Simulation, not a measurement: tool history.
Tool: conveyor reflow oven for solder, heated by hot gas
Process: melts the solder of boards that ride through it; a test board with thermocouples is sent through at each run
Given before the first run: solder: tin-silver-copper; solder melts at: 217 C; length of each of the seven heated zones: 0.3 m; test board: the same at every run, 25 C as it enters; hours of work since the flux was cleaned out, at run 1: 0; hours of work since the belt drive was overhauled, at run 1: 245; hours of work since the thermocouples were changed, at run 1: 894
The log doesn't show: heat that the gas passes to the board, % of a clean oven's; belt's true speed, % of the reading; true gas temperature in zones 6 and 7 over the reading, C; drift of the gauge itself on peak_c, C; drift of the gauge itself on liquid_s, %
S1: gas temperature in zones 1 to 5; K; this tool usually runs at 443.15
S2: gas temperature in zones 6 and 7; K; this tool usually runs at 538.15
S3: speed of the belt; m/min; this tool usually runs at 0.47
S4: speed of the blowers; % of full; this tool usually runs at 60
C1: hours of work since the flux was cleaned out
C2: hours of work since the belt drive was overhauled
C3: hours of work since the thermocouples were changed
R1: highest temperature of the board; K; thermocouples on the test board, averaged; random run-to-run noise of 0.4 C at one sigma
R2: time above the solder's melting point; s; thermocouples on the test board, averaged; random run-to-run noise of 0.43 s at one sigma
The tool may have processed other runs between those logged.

run,hour,S1,S2,S3,S4,C1,C2,C3,R1,R2
1,0,443.15,538.15,0.47,60,0,245,894,519.85,50.4
# hour 25.7: thermocouples of zones 6 and 7 changed
2,54.3,443.15,538.15,0.47,60,39,284,21,521.45,52.6
3,90.7,443.15,538.15,0.47,60,65,311,48,521.65,52.5
4,115.9,430.15,538.15,0.47,60,84,329,66,517.55,45.1
5,151.2,430.15,538.15,0.47,60,110,355,92,517.35,45
6,200.5,430.15,538.15,0.47,60,146,392,129,518.15,44
7,232.3,443.15,538.15,0.47,68,170,415,152,521.65,53.1
8,258,443.15,538.15,0.47,60,189,434,171,518.85,50.9
9,289,443.15,538.15,0.47,60,211,457,194,520.05,50.5
10,313.6,443.15,538.15,0.47,60,230,475,212,519.45,50
11,352.8,443.15,526.15,0.47,60,258,504,241,508.75,39.5
12,395.3,443.15,526.15,0.47,60,290,535,272,507.85,38.6
13,424.4,443.15,526.15,0.47,60,311,557,294,508.05,38.4
# hour 443.9: flux residue cleaned out of gas plates and filters
14,468.5,445.15,538.15,0.47,60,18,585,322,520.85,54.1
15,501.9,430.15,552.15,0.389,54,43,610,347,536.25,72
16,547.7,444.15,536.15,0.4,54,76,644,381,522.05,64.8
17,590.4,430.15,534.15,0.403,64,108,675,412,520.25,57.4
18,635.1,430.15,534.15,0.403,64,141,708,445,519.75,57.7
19,668.4,443.15,538.15,0.388,60,165,733,470,525.25,68.6
20,718.7,445.15,540.15,0.441,60,202,770,507,523.75,60.1
21,740.8,445.15,540.15,0.441,60,219,786,523,523.25,59.4
22,782.6,443.15,538.15,0.499,78,249,817,554,519.35,49.3
23,812.7,443.15,538.15,0.499,78,272,839,576,519.25,47.6
24,843.7,445.15,538.15,0.499,77,294,862,599,519.75,49.5
# hour 886.2: flux residue cleaned out of gas plates and filters
25,886.9,445.15,538.15,0.499,77,1,890,627,523.15,52.9
26,933.9,445.15,535.15,0.409,52,35,924,662,520.65,62
27,968.9,445.15,535.15,0.409,52,61,950,687,520.95,61.7

Branching from run 27: 4 alternative next runs. What would each branch give?
A,1019.9,443.15,528.15,0.409,68,99,988,725,?,?
B,1019.9,445.15,528.15,0.426,57,99,988,725,?,?
C,1019.9,450.15,538.15,0.505,86,99,988,725,?,?
D,1019.9,444.15,548.15,0.419,52,99,988,725,?,?

run,R1,R2
A,516.55,59.1
B,513.95,53
C,523.85,54
D,531.25,67
Take away the tool's hidden state, keep each run's random variation, and the runs would have read:
run,R1,R2
A,517.75,59.7
B,515.05,53.8
C,525.25,54.5
D,532.35,67
